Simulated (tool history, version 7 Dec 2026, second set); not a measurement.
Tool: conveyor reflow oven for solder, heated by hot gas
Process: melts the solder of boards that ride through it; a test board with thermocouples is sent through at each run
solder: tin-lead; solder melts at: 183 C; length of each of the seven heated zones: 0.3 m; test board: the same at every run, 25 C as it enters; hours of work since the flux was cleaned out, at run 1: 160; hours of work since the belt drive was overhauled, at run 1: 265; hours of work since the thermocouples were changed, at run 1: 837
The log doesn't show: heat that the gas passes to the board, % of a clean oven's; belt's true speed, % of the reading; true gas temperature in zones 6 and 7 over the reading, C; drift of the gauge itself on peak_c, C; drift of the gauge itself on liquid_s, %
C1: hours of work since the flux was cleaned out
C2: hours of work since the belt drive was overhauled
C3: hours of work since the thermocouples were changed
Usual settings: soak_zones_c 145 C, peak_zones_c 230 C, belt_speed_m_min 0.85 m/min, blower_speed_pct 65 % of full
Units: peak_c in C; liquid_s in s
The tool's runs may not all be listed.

{"run": 1, "day": 0.0, "soak_zones_c": 145, "peak_zones_c": 230, "belt_speed_m_min": 0.85, "blower_speed_pct": 65, "C1": 160, "C2": 265, "C3": 837, "peak_c": 205, "liquid_s": 25.8}
{"run": 2, "day": 1.396, "soak_zones_c": 145, "peak_zones_c": 230, "belt_speed_m_min": 0.85, "blower_speed_pct": 65, "C1": 182, "C2": 287, "C3": 859, "peak_c": 206, "liquid_s": 26.6}
{"run": 3, "day": 2.992, "soak_zones_c": 145, "peak_zones_c": 230, "belt_speed_m_min": 0.738, "blower_speed_pct": 65, "C1": 207, "C2": 312, "C3": 884, "peak_c": 209.2, "liquid_s": 34.1}
{"run": 4, "day": 3.9, "soak_zones_c": 145, "peak_zones_c": 233, "belt_speed_m_min": 0.85, "blower_speed_pct": 65, "C1": 221, "C2": 326, "C3": 898, "peak_c": 208.2, "liquid_s": 27.8}
{"day": 4.388, "done": "flux residue cleaned out of gas plates and filters"}
{"run": 5, "day": 4.896, "soak_zones_c": 145, "peak_zones_c": 233, "belt_speed_m_min": 0.85, "blower_speed_pct": 65, "C1": 8, "C2": 338, "C3": 910, "peak_c": 209.8, "liquid_s": 28.5}
{"run": 6, "day": 6.496, "soak_zones_c": 145, "peak_zones_c": 233, "belt_speed_m_min": 0.85, "blower_speed_pct": 65, "C1": 33, "C2": 363, "C3": 936, "peak_c": 210.3, "liquid_s": 28.9}
{"day": 7.517, "done": "thermocouples of zones 6 and 7 changed"}
{"run": 7, "day": 7.796, "soak_zones_c": 145, "peak_zones_c": 233, "belt_speed_m_min": 0.85, "blower_speed_pct": 65, "C1": 52, "C2": 382, "C3": 4, "peak_c": 210.3, "liquid_s": 29.5}
{"run": 8, "day": 9.358, "soak_zones_c": 145, "peak_zones_c": 231, "belt_speed_m_min": 0.85, "blower_speed_pct": 65, "C1": 77, "C2": 407, "C3": 29, "peak_c": 208.5, "liquid_s": 28.4}
{"run": 9, "day": 10.642, "soak_zones_c": 145, "peak_zones_c": 231, "belt_speed_m_min": 0.85, "blower_speed_pct": 65, "C1": 97, "C2": 427, "C3": 49, "peak_c": 209.1, "liquid_s": 28.1}
{"run": 10, "day": 11.433, "soak_zones_c": 145, "peak_zones_c": 231, "belt_speed_m_min": 0.85, "blower_speed_pct": 65, "C1": 109, "C2": 439, "C3": 61, "peak_c": 208, "liquid_s": 28.1}
{"run": 11, "day": 12.979, "soak_zones_c": 145, "peak_zones_c": 230, "belt_speed_m_min": 0.85, "blower_speed_pct": 71, "C1": 133, "C2": 464, "C3": 86, "peak_c": 208.6, "liquid_s": 28.1}
{"run": 12, "day": 14.475, "soak_zones_c": 145, "peak_zones_c": 230, "belt_speed_m_min": 0.85, "blower_speed_pct": 71, "C1": 157, "C2": 487, "C3": 109, "peak_c": 208.5, "liquid_s": 28.2}
{"run": 13, "day": 15.967, "soak_zones_c": 145, "peak_zones_c": 230, "belt_speed_m_min": 0.85, "blower_speed_pct": 51, "C1": 180, "C2": 510, "C3": 132, "peak_c": 202.8, "liquid_s": 23.2}
{"run": 14, "day": 17.383, "soak_zones_c": 145, "peak_zones_c": 230, "belt_speed_m_min": 0.85, "blower_speed_pct": 51, "C1": 202, "C2": 533, "C3": 155, "peak_c": 202.2, "liquid_s": 23.4}
{"run": 15, "day": 18.333, "soak_zones_c": 145, "peak_zones_c": 230, "belt_speed_m_min": 0.85, "blower_speed_pct": 51, "C1": 217, "C2": 547, "C3": 170, "peak_c": 203, "liquid_s": 23.6}
{"day": 18.575, "done": "belt drive overhauled, speed set with a stopwatch"}
{"day": 19.204, "done": "flux residue cleaned out of gas plates and filters"}
{"run": 16, "day": 19.721, "soak_zones_c": 145, "peak_zones_c": 230, "belt_speed_m_min": 0.85, "blower_speed_pct": 51, "C1": 8, "C2": 15, "C3": 185, "peak_c": 204.5, "liquid_s": 25}
{"run": 17, "day": 21.304, "soak_zones_c": 142, "peak_zones_c": 238, "belt_speed_m_min": 0.971, "blower_speed_pct": 61, "C1": 33, "C2": 40, "C3": 210, "peak_c": 207.7, "liquid_s": 22.4}
{"run": 18, "day": 22.846, "soak_zones_c": 142, "peak_zones_c": 238, "belt_speed_m_min": 0.971, "blower_speed_pct": 61, "C1": 57, "C2": 64, "C3": 234, "peak_c": 206.2, "liquid_s": 22.8}
{"run": 19, "day": 23.604, "soak_zones_c": 142, "peak_zones_c": 238, "belt_speed_m_min": 0.971, "blower_speed_pct": 61, "C1": 69, "C2": 76, "C3": 246, "peak_c": 206.2, "liquid_s": 22.4}
{"run": 20, "day": 24.604, "soak_zones_c": 145, "peak_zones_c": 242, "belt_speed_m_min": 0.85, "blower_speed_pct": 82, "C1": 85, "C2": 91, "C3": 262, "peak_c": 220.9, "liquid_s": 34.9}
{"run": 21, "day": 26.162, "soak_zones_c": 145, "peak_zones_c": 226, "belt_speed_m_min": 0.714, "blower_speed_pct": 65, "C1": 109, "C2": 116, "C3": 286, "peak_c": 209.7, "liquid_s": 35.3}
{"day": 27.188, "done": "belt drive overhauled, speed set with a stopwatch, once more"}
{"run": 22, "day": 27.521, "soak_zones_c": 145, "peak_zones_c": 241, "belt_speed_m_min": 0.937, "blower_speed_pct": 65, "C1": 128, "C2": 5, "C3": 305, "peak_c": 210.9, "liquid_s": 25.9}
{"run": 23, "day": 28.462, "soak_zones_c": 145, "peak_zones_c": 241, "belt_speed_m_min": 0.937, "blower_speed_pct": 65, "C1": 143, "C2": 20, "C3": 320, "peak_c": 211.6, "liquid_s": 25.6}
{"run": 24, "day": 29.212, "soak_zones_c": 145, "peak_zones_c": 241, "belt_speed_m_min": 0.937, "blower_speed_pct": 65, "C1": 154, "C2": 32, "C3": 332, "peak_c": 210.3, "liquid_s": 26.1}
{"run": 25, "day": 30.5, "soak_zones_c": 145, "peak_zones_c": 241, "belt_speed_m_min": 0.937, "blower_speed_pct": 65, "C1": 174, "C2": 52, "C3": 352, "peak_c": 210.3, "liquid_s": 25.7}
{"run": 26, "day": 31.312, "soak_zones_c": 141, "peak_zones_c": 232, "belt_speed_m_min": 0.824, "blower_speed_pct": 65, "C1": 187, "C2": 65, "C3": 364, "peak_c": 207.6, "liquid_s": 27.3}

Run 27 comes next. What will it give?
{"run": 27, "day": 32.05, "soak_zones_c": 145, "peak_zones_c": 230, "belt_speed_m_min": 0.85, "blower_speed_pct": 65, "C1": 199, "C2": 76, "C3": 376, "peak_c": "?", "liquid_s": "?"}

Run 27 gave peak_c 205.9 C, liquid_s 25.4 s.
Without the tool's hidden state the same run would have given peak_c 208.4 C, liquid_s 27.3 s.
